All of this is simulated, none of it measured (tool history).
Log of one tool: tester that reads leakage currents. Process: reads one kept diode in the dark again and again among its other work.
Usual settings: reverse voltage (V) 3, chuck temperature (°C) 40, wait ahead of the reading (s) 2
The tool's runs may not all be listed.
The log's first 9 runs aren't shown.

run,hour,reverse voltage (V),chuck temperature (°C),wait ahead of the reading (s),current that the tester gives (pA)
10,498,3,40,2,469.4
11,560.1,3,49,2,941.57
12,621.4,3,49,2,949.62
13,686.1,3,40,2,481.88
14,721.6,3,47,2,826.66
15,763,3,47,2,830.79
# hour 800.6: chuck's temperature calibrated
16,825.7,8.73,40,2,616.21
17,870.8,1.42,40,2,351.6
18,939.1,1.42,24,2,95.64
19,980.9,11.41,30,2,309.75
20,1035,11.41,30,2,310.61
21,1098.8,11.41,30,2,313.45
22,1142.5,11.69,30,1.31,320.08
23,1195.6,10.01,39,5.17,623
24,1233.7,2.66,22,2,101.34
25,1272,1.28,42,2.81,415
26,1301.6,1.28,42,2.81,418.48
27,1346.5,1.28,42,2.81,420.82
28,1400.1,1.28,42,0.95,425.94
29,1443.5,5.93,43,2.99,738.47

Forecast run 30:
30,1507.1,1,34,2.64,?

{"run 30": {"current that the tester gives (pA)": 211.49}}
Without the tool's hidden state the same run would have given current that the tester gives (pA) 190.99.

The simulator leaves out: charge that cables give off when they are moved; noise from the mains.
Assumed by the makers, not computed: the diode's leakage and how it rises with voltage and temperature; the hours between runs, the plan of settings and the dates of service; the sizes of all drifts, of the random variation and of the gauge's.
